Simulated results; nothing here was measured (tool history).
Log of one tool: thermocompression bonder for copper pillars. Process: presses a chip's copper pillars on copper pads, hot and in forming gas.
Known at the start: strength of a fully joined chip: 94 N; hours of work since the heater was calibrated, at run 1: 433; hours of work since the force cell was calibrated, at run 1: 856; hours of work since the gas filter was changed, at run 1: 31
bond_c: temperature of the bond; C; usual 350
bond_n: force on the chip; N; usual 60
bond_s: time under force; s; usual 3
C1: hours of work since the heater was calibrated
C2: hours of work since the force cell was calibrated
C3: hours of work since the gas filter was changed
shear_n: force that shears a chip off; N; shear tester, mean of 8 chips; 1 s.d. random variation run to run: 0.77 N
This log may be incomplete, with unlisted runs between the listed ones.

Run 1, hour 0: usual settings; C1 433; C2 856; C3 31. Result: shear_n 64.3 N.
Run 2, hour 50.9: usual settings; C1 468; C2 891; C3 66. Result: shear_n 62.1 N.
Run 3, hour 79.7: usual settings but bond_s 8 s; C1 488; C2 911; C3 86. Result: shear_n 79.5 N.
At hour 124.1: forming gas filter changed.
Run 4, hour 128.1: usual settings but bond_c 357 C; C1 521; C2 944; C3 3. Result: shear_n 66.7 N.
At hour 154.5: heater calibrated with a thermocouple chip.
Run 5, hour 170.6: usual settings; C1 11; C2 971; C3 31. Result: shear_n 65.3 N.
Run 6, hour 218.8: usual settings; C1 44; C2 1005; C3 64. Result: shear_n 63 N.
Run 7, hour 255.4: usual settings; C1 69; C2 1030; C3 89. Result: shear_n 62 N.
Run 8, hour 292.4: usual settings; C1 95; C2 1055; C3 114. Result: shear_n 63 N.
At hour 296.1: forming gas filter changed.
Run 9, hour 320.3: usual settings; C1 114; C2 1074; C3 17. Result: shear_n 63.5 N.
Run 10, hour 365.3: usual settings; C1 145; C2 1105; C3 48. Result: shear_n 64.5 N.
Run 11, hour 415.9: usual settings but bond_c 324 C; C1 179; C2 1140; C3 82. Result: shear_n 50.3 N.
Run 12, hour 448.9: usual settings; C1 202; C2 1162; C3 105. Result: shear_n 64.1 N.
At hour 463.9: forming gas filter changed.
Run 13, hour 502.3: usual settings but bond_c 373 C; C1 238; C2 1199; C3 26. Result: shear_n 72.5 N.
At hour 515.7: force cell calibrated.
Run 14, hour 546.6: usual settings; C1 268; C2 21; C3 56. Result: shear_n 63.6 N.
Run 15, hour 574.2: usual settings but bond_n 67 N; C1 287; C2 40; C3 75. Result: shear_n 67.5 N.
Run 16, hour 615.4: usual settings but bond_n 67 N; C1 315; C2 69; C3 103. Result: shear_n 66.8 N.
At hour 633.6: forming gas filter changed.
Run 17, hour 638.1: usual settings but bond_c 320 C, bond_n 42 N, bond_s 2 s; C1 330; C2 84; C3 3. Result: shear_n 28.7 N.
Run 18, hour 673: usual settings but bond_c 351 C, bond_n 58 N, bond_s 7 s; C1 354; C2 108; C3 27. Result: shear_n 76.3 N.
Run 19, hour 714.3: usual settings but bond_c 327 C, bond_s 2 s; C1 383; C2 136; C3 55. Result: shear_n 45.3 N.
Run 20, hour 766.8: usual settings but bond_c 327 C, bond_n 54 N, bond_s 6 s; C1 419; C2 172; C3 92. Result: shear_n 58.6 N.
At hour 801.8: forming gas filter changed.
Run 21, hour 813.5: usual settings but bond_c 339 C, bond_n 70 N, bond_s 2 s; C1 451; C2 204; C3 8. Result: shear_n 58 N.
Run 22, hour 849.5: usual settings but bond_n 88 N, bond_s 6 s; C1 475; C2 229; C3 33. Result: shear_n 87.4 N.
Run 23, hour 886.3: usual settings but bond_c 353 C, bond_n 88 N, bond_s 8 s; C1 501; C2 254; C3 58. Result: shear_n 89.2 N.
Run 24, hour 910.6: usual settings but bond_c 349 C, bond_n 88 N, bond_s 2 s; C1 517; C2 271; C3 75. Result: shear_n 72.7 N.
At hour 941: heater calibrated with a thermocouple chip.
Run 25, hour 953.5: usual settings but bond_c 354 C, bond_n 58 N, bond_s 4 s; C1 9; C2 299; C3 103. Result: shear_n 67.2 N.
At hour 974: forming gas filter changed.
Run 26, hour 990.2: usual settings but bond_c 337 C, bond_n 47 N, bond_s 7 s; C1 34; C2 324; C3 11. Result: shear_n 61.7 N.
Run 27, hour 1040.5: usual settings but bond_c 340 C; C1 68; C2 358; C3 46. Result: shear_n 57.5 N.
Run 28, hour 1065: usual settings but bond_n 41 N, bond_s 7 s; C1 85; C2 375; C3 63. Result: shear_n 60.4 N.
Run 29, hour 1106.4: usual settings but bond_n 37 N; C1 113; C2 404; C3 91. Result: shear_n 41.6 N.

Alternative continuations, all from the tool just after run 29; predict every row:
Run A, hour 1140.2: usual settings but bond_c 323 C, bond_n 37 N; C1 137; C2 427; C3 114. Result: shear_n ?.
Run B, hour 1140.2: usual settings but bond_c 363 C, bond_n 87 N; C1 137; C2 427; C3 114. Result: shear_n ?.
Run C, hour 1140.2: usual settings but bond_c 352 C, bond_n 56 N, bond_s 4 s; C1 137; C2 427; C3 114. Result: shear_n ?.
Run D, hour 1140.2: usual settings but bond_c 329 C, bond_n 78 N, bond_s 7 s; C1 137; C2 427; C3 114. Result: shear_n ?.

run  shear_n
  A       31
  B     83.5
  C     65.1
  D     77.9
Stripped of hidden state, with their random variation kept, the same runs would have yielded:
run  shear_n
  A     31.1
  B     84.1
  C     65.4
  D     78.4
